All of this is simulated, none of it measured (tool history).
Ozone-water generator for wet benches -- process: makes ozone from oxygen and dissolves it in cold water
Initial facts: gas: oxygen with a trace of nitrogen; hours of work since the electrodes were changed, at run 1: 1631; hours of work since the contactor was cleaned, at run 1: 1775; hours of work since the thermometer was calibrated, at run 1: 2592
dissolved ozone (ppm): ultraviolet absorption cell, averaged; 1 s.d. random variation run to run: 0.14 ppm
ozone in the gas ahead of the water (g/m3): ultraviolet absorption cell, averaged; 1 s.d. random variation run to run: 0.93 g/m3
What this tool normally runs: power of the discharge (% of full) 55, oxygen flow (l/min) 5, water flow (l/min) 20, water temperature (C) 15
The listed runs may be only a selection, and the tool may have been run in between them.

run     day  power of the discharge (% of full)  oxygen flow (l/min)  water flow (l/min)  water temperature (C)  hours of work since the electrodes were changed  hours of work since the contactor was cleaned  hours of work since the thermometer was calibrated  dissolved ozone (ppm)  ozone in the gas ahead of the water (g/m3)
  1       0                                  55                    5                  20                     15                                             1631                                           1775                                                2592                   15.9                                       156.1
  2   1.696                                  55                    5                  20                     15                                             1665                                           1810                                                2627                   16.1                                       157.7
  3   3.708                                  55                    5                  22                     15                                             1707                                           1851                                                2668                   14.5                                       156.2
      5.462  -- contactor cleaned
  4   6.021                                  55                    5                  20                     15                                             1751                                             11                                                2712                   15.9                                       157.6
  5   7.012                                  55                    5                  20                     15                                             1771                                             32                                                2733                   15.9                                       157.3
  6   8.717                                  55                    5                  20                     15                                             1806                                             67                                                2767                   15.7                                       158.2
  7  10.125                                  55                    5                  20                     15                                             1835                                             95                                                2796                   16.1                                       158.2
  8  12.083                                  55                    5                  20                     15                                             1875                                            135                                                2836                     16                                         159
  9  14.354                                  55                    5                  20                     15                                             1921                                            182                                                2883                   16.1                                       158.9
 10  15.408                                  55                    5                  20                     15                                             1943                                            204                                                2904                   16.1                                       157.8
 11  16.646                                  55                    5                  20                     15                                             1968                                            229                                                2930                     16                                         158
 12  18.596                                  55                 3.61                  20                     15                                             2008                                            269                                                2970                   14.4                                       174.7
 13  19.858                                  55                 3.61                  20                     15                                             2034                                            295                                                2995                   14.6                                       174.3
 14  21.029                                  55                 3.61                  20                     15                                             2058                                            319                                                3019                   14.6                                       176.1
 15  22.254                                  55                 3.61                  20                     15                                             2083                                            344                                                3044                   14.4                                         177
 16  23.246                                  55                    5                  25                     15                                             2103                                            364                                                3065                   12.7                                       156.3
 17  25.467                                  55                 4.04                  25                      8                                             2149                                            409                                                3110                   12.7                                       168.8
 18  26.921                                  55                 4.04                  25                      8                                             2178                                            439                                                3140                   12.4                                       170.4
 19  28.046                                  43                 4.04                  15                      8                                             2201                                            462                                                3163                   17.7                                       135.8
 20  30.171                                  43                 4.04                  15                      8                                             2245                                            506                                                3207                   17.6                                       138.3
 21  32.108                                  43                 2.86                  15                      8                                             2285                                            545                                                3246                   15.7                                       152.9
 22  34.438                                  43                 2.86                  15                      8                                             2332                                            593                                                3294                   15.8                                       153.9
 23  36.546                                  43                 2.86                  20                      8                                             2375                                            636                                                3337                   11.5                                       152.9
 24  38.396                                  43                 4.87                  20                     22                                             2413                                            674                                                3375                   11.9                                       129.2
 25  40.021                                  56                 4.87                  23                     22                                             2447                                            707                                                3408                   12.7                                       159.8
 26  42.079                                  56                 8.16                  16                     22                                             2489                                            750                                                3450                   18.4                                       135.4
 27  44.021                                  48                 3.49                  23                      9                                             2528                                            789                                                3490                   11.7                                       157.9
 28  45.912                                  47                 5.72                  20                     11                                             2567                                            828                                                3529                   15.3                                       132.4
 29   47.75                                  55                    5                  15                     14                                             2605                                            866                                                3566                     21                                       156.1
 30  49.671                                  73                 2.71                  18                      7                                             2644                                            905                                                3606                   19.8                                       242.5
 31  51.221                                  73                 5.61                  30                     17                                             2676                                            937                                                3637                   13.4                                         192
 32  53.204                                  55                    5                  17                     19                                             2716                                            977                                                3678                   17.3                                       158.1

Each row is a separate what-if for the run after 32, all from the same tool condition, not one after another. Results?
  A  54.917                                  53                    5                  17                     19                                             2751                                           1012                                                3713                      ?                                           ?
  B  54.917                                  55                    5                  20                     17                                             2751                                           1012                                                3713                      ?                                           ?
  C  54.917                                  57                    5                  21                     17                                             2751                                           1012                                                3713                      ?                                           ?
  D  54.917                                  55                 6.85                  20                      7                                             2751                                           1012                                                3713                      ?                                           ?

run  dissolved ozone (ppm)  ozone in the gas ahead of the water (g/m3)
  A                   17.1                                       154.2
  B                   15.3                                       156.6
  C                     15                                       160.8
  D                   19.1                                       141.8
What these runs would have given with no unlogged condition in the tool:
run  dissolved ozone (ppm)  ozone in the gas ahead of the water (g/m3)
  A                   17.1                                       154.4
  B                   15.3                                       156.8
  C                     15                                         161
  D                   19.1                                         142
